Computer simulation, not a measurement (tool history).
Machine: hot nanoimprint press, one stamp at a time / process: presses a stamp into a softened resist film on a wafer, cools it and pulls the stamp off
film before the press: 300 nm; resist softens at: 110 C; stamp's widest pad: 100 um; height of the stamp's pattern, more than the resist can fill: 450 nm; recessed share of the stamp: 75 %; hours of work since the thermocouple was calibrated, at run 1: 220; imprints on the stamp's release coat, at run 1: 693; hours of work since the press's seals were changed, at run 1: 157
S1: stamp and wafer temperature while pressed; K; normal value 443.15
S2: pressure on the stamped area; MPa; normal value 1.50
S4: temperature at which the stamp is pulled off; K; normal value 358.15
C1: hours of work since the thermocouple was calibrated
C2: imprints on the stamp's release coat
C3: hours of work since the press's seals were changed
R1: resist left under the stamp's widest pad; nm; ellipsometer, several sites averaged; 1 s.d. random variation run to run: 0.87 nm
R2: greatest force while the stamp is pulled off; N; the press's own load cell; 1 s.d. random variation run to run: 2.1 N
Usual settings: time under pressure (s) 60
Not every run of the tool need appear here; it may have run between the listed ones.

{"run": 1, "hour": 0.0, "S1": 443.15, "S2": 1.5, "time under pressure (s)": 60, "S4": 358.15, "C1": 220, "C2": 693, "C3": 157, "R1": 125.6, "R2": 104}
{"run": 2, "hour": 8.7, "S1": 443.15, "S2": 1.5, "time under pressure (s)": 60, "S4": 358.15, "C1": 225, "C2": 727, "C3": 162, "R1": 125.5, "R2": 105}
{"run": 3, "hour": 20.2, "S1": 443.15, "S2": 1.5, "time under pressure (s)": 60, "S4": 358.15, "C1": 231, "C2": 771, "C3": 168, "R1": 125.4, "R2": 104}
{"run": 4, "hour": 27.4, "S1": 443.15, "S2": 1.5, "time under pressure (s)": 60, "S4": 358.15, "C1": 235, "C2": 799, "C3": 172, "R1": 125.9, "R2": 111}
{"run": 5, "hour": 35.3, "S1": 443.15, "S2": 1.5, "time under pressure (s)": 60, "S4": 358.15, "C1": 240, "C2": 830, "C3": 176, "R1": 126.2, "R2": 106}
{"run": 6, "hour": 41.1, "S1": 443.15, "S2": 1.5, "time under pressure (s)": 60, "S4": 358.15, "C1": 243, "C2": 852, "C3": 179, "R1": 126.0, "R2": 108}
{"run": 7, "hour": 52.6, "S1": 443.15, "S2": 1.5, "time under pressure (s)": 60, "S4": 358.15, "C1": 249, "C2": 897, "C3": 186, "R1": 127.8, "R2": 111}
{"run": 8, "hour": 58.5, "S1": 443.15, "S2": 1.5, "time under pressure (s)": 60, "S4": 358.15, "C1": 252, "C2": 919, "C3": 189, "R1": 126.9, "R2": 111}
{"run": 9, "hour": 67.6, "S1": 443.15, "S2": 1.5, "time under pressure (s)": 60, "S4": 358.15, "C1": 258, "C2": 955, "C3": 194, "R1": 127.1, "R2": 108}
{"run": 10, "hour": 78.6, "S1": 432.15, "S2": 1.59, "time under pressure (s)": 78, "S4": 358.15, "C1": 264, "C2": 997, "C3": 200, "R1": 213.9, "R2": 110}

Run 11 comes next. What will it give?
{"run": 11, "hour": 87.1, "S1": 435.15, "S2": 0.91, "time under pressure (s)": 66, "S4": 358.15, "C1": 268, "C2": 1030, "C3": 205, "R1": "?", "R2": "?"}

{"run 11": {"R1": 228.2, "R2": 110}}
With no hidden state in the tool, this same run would have given R1 217.3 nm, R2 93 N.
